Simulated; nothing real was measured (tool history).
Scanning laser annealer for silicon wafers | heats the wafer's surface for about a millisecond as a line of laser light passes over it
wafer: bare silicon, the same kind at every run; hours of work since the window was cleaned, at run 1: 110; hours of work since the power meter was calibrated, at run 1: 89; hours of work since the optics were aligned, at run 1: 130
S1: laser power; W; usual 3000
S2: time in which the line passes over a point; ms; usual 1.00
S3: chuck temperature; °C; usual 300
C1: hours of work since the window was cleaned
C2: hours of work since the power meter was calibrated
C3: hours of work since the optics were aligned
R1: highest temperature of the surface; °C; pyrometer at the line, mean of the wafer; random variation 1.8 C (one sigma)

Run 1, day 0.000: usual settings; C1 110; C2 89; C3 130. Result: R1 1031 °C.
Run 2, day 0.296: usual settings; C1 114; C2 93; C3 134. Result: R1 1033 °C.
Run 3, day 0.742: usual settings but S3 336 °C; C1 120; C2 100; C3 141. Result: R1 1071 °C.
Run 4, day 1.171: usual settings; C1 126; C2 106; C3 147. Result: R1 1030 °C.
Run 5, day 1.571: usual settings; C1 132; C2 111; C3 152. Result: R1 1031 °C.
Run 6, day 2.083: usual settings; C1 139; C2 118; C3 160. Result: R1 1031 °C.
Run 7, day 2.567: usual settings; C1 146; C2 125; C3 166. Result: R1 1032 °C.
Run 8, day 3.071: usual settings; C1 153; C2 132; C3 174. Result: R1 1028 °C.
Run 9, day 3.483: usual settings; C1 159; C2 138; C3 179. Result: R1 1028 °C.
Run 10, day 3.908: usual settings but S2 0.73 ms; C1 165; C2 144; C3 185. Result: R1 902 °C.
Run 11, day 4.254: usual settings but S2 0.73 ms; C1 170; C2 149; C3 190. Result: R1 903 °C.
At day 4.408: laser's power meter calibrated.
Run 12, day 4.612: usual settings but S2 1.12 ms; C1 173; C2 3; C3 193. Result: R1 1076 °C.
Run 13, day 4.875: usual settings but S2 1.12 ms; C1 177; C2 7; C3 197. Result: R1 1075 °C.
Run 14, day 5.138: usual settings; C1 180; C2 10; C3 201. Result: R1 1025 °C.
Run 15, day 5.396: usual settings but S3 323 °C; C1 184; C2 14; C3 205. Result: R1 1047 °C.
Run 16, day 5.700: usual settings but S3 323 °C; C1 188; C2 18; C3 209. Result: R1 1048 °C.
Run 17, day 5.975: usual settings; C1 192; C2 22; C3 213. Result: R1 1027 °C.
Run 18, day 6.354: usual settings; C1 197; C2 27; C3 218. Result: R1 1026 °C.
Run 19, day 6.817: usual settings; C1 204; C2 34; C3 225. Result: R1 1022 °C.
At day 7.012: laser's power meter calibrated, once more.
Run 20, day 7.358: usual settings but S1 2841 W; C1 210; C2 5; C3 230. Result: R1 972 °C.
Run 21, day 7.592: usual settings but S1 2841 W; C1 213; C2 8; C3 234. Result: R1 978 °C.
Run 22, day 8.125: usual settings but S1 2841 W; C1 221; C2 16; C3 241. Result: R1 970 °C.
Run 23, day 8.346: usual settings but S1 2638 W, S2 0.98 ms, S3 322 °C; C1 224; C2 19; C3 244. Result: R1 925 °C.
Run 24, day 8.867: usual settings but S1 2638 W, S2 1.12 ms, S3 323 °C; C1 231; C2 26; C3 252. Result: R1 976 °C.
Run 25, day 9.317: usual settings but S1 2988 W, S2 1.10 ms, S3 286 °C; C1 237; C2 32; C3 258. Result: R1 1047 °C.
Run 26, day 9.812: usual settings but S1 2776 W, S2 0.96 ms, S3 260 °C; C1 244; C2 39; C3 265. Result: R1 899 °C.
Run 27, day 10.217: usual settings but S1 2965 W, S2 1.20 ms; C1 250; C2 45; C3 271. Result: R1 1092 °C.
Run 28, day 10.671: usual settings but S1 2771 W, S2 0.88 ms, S3 315 °C; C1 256; C2 52; C3 277. Result: R1 918 °C.
Run 29, day 11.171: usual settings but S1 2771 W, S2 0.85 ms, S3 327 °C; C1 264; C2 59; C3 284. Result: R1 918 °C.
Run 30, day 11.529: usual settings but S1 2771 W, S2 0.85 ms, S3 327 °C; C1 269; C2 64; C3 289. Result: R1 918 °C.
Run 31, day 12.046: usual settings but S1 3107 W, S2 0.77 ms, S3 308 °C; C1 276; C2 71; C3 296. Result: R1 954 °C.
Run 32, day 12.575: usual settings but S1 3107 W, S2 0.77 ms, S3 308 °C; C1 283; C2 78; C3 304. Result: R1 952 °C.
Run 33, day 12.812: usual settings but S1 3107 W, S2 0.77 ms, S3 308 °C; C1 287; C2 82; C3 307. Result: R1 951 °C.
Run 34, day 13.179: usual settings but S1 3273 W, S2 0.93 ms, S3 293 °C; C1 292; C2 87; C3 312. Result: R1 1063 °C.
Run 35, day 13.417: usual settings but S1 3297 W, S2 0.93 ms, S3 293 °C; C1 295; C2 90; C3 316. Result: R1 1075 °C.
Run 36, day 13.771: usual settings but S1 3297 W, S2 0.93 ms, S3 293 °C; C1 300; C2 95; C3 321. Result: R1 1075 °C.
Run 37, day 14.046: usual settings but S1 3297 W, S2 0.93 ms, S3 293 °C; C1 304; C2 99; C3 325. Result: R1 1072 °C.
Run 38, day 14.558: usual settings but S2 1.15 ms, S3 303 °C; C1 311; C2 106; C3 332. Result: R1 1082 °C.
Run 39, day 14.979: usual settings but S1 2571 W, S2 0.97 ms, S3 303 °C; C1 317; C2 112; C3 338. Result: R1 875 °C.
Run 40, day 15.262: usual settings but S1 2571 W, S2 0.97 ms, S3 303 °C; C1 321; C2 116; C3 342. Result: R1 874 °C.
Run 41, day 15.600: usual settings but S1 2747 W, S2 0.71 ms; C1 326; C2 121; C3 347. Result: R1 816 °C.
Run 42, day 16.083: usual settings but S1 3198 W, S2 0.79 ms, S3 297 °C; C1 333; C2 128; C3 353. Result: R1 971 °C.

The same runs without the tool's hidden state, with the same run-to-run variation:
The hidden state here: light that passes the window, % of a clean one's; laser's true power over the reading, %; width of the line over the set one, %; drift of the gauge itself on peak_c, C.
run    R1
  1  1049
  2  1052
  3  1090
  4  1050
  5  1051
  6  1052
  7  1054
  8  1051
  9  1052
 10   922
 11   924
 12  1103
 13  1103
 14  1051
 15  1073
 16  1075
 17  1055
 18  1054
 19  1051
 20   996
 21  1002
 22   995
 23   947
 24  1001
 25  1077
 26   924
 27  1125
 28   944
 29   943
 30   944
 31   983
 32   982
 33   981
 34  1100
 35  1112
 36  1113
 37  1111
 38  1121
 39   904
 40   904
 41   844
 42  1008
